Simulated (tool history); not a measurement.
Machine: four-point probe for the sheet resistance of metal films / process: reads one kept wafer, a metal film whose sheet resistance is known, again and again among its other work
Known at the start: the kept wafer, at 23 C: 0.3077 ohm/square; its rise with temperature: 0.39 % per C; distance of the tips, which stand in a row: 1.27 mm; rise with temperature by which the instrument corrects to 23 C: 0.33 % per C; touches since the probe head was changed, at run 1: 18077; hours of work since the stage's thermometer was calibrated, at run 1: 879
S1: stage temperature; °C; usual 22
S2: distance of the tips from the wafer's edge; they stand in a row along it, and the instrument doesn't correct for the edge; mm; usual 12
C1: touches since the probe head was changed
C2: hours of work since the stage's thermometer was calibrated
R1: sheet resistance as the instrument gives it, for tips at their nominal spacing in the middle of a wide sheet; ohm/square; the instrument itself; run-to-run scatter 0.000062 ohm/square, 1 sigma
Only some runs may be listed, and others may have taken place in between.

run    hour  S1  S2      C1    C2        R1
  1       0  22  12   18077   879  0.308367
  2    63.4  24  12   20600   929  0.308543
  3   127.2  32  12   23142   978  0.310233
  4     176  32  12   25085  1016  0.310128
  5   227.4  22  12   27133  1056  0.308144
  6   300.3  22  12   30036  1112  0.308063
  7   344.2  22  12   31781  1146  0.308062
  8     438  22  12   35518  1219  0.307996
  9   505.3  22  26   38200  1271  0.306603
 10   583.4  22  12   41310  1331  0.307915
 11   682.6  27  12   45257  1408  0.308813
 12   739.8  22  18   47538  1452  0.306871
 13     799  22  18   49891  1498  0.306756
 14   866.3  28  18   52572  1550  0.307923
 15   949.7  28  18   55892  1615  0.307976
 16  1027.9  22  12   59007  1675  0.307742
 17    1117  22  12   62556  1744  0.307599
 18    1205  22  46   66059  1812  0.305965
 19  1286.1  22  46   69289  1875  0.305773
 20  1328.1  26  12   70962  1907   0.30827
 21    1403  22  12   73945  1965  0.307453
 22  1451.8  22  12   75888  2003  0.307361
 23  1509.5  22  12   78186  2048  0.307336
 24  1559.7  32  11   80183  2087  0.309589
 25    1646  23  12   83622  2153  0.307412
 26  1732.6  33  11   87069  2220  0.309643
 27    1783  34  12   89075  2259  0.309532
 28    1841  34  12   91386  2304  0.309428
 29  1919.5  22  13   94513  2365  0.306872
 30  1980.8  22  13   96954  2413  0.306869
     1986.6  -- stage's thermometer calibrated
 31  2070.1  33  22  100490    65  0.307242
 32  2135.6  24   8  103097   115  0.309111
 33  2206.7  26  13  105930   170  0.306937
 34  2258.6  26  34  107995   211  0.305496
     2292.7  -- stage's thermometer calibrated, once more
 35  2348.7  26  34  111562    43  0.306821
 36    2433  33  21  114920   109  0.308394
 37  2481.6  23  21  116857   146  0.306627
 38  2525.7  20  49  118611   180  0.305508
 39  2583.5  27   3  120912   225  0.333313
 40  2623.5  19  12  122504   256  0.306825
 41    2686  23  12  124994   304  0.307581
 42  2729.2  24  12  126714   338  0.307932
 43  2801.8  27   5  129606   394  0.316816
 44  2842.5  27   5  131227   426  0.316733
 45  2929.2  33   6  134681   493  0.314869

Each row is a separate what-if for the run after 45, all from the same tool condition, not one after another. Results?
  A  3025.4  32  43  138508  567   ?
  B  3025.4  29  31  138508  567   ?
  C  3025.4  25  11  138508  567   ?

run        R1
  A  0.307393
  B  0.307017
  C  0.308115
Take away the tool's hidden state, keep each run's random variation, and the runs would have read:
run        R1
  A  0.309486
  B  0.309111
  C   0.31022

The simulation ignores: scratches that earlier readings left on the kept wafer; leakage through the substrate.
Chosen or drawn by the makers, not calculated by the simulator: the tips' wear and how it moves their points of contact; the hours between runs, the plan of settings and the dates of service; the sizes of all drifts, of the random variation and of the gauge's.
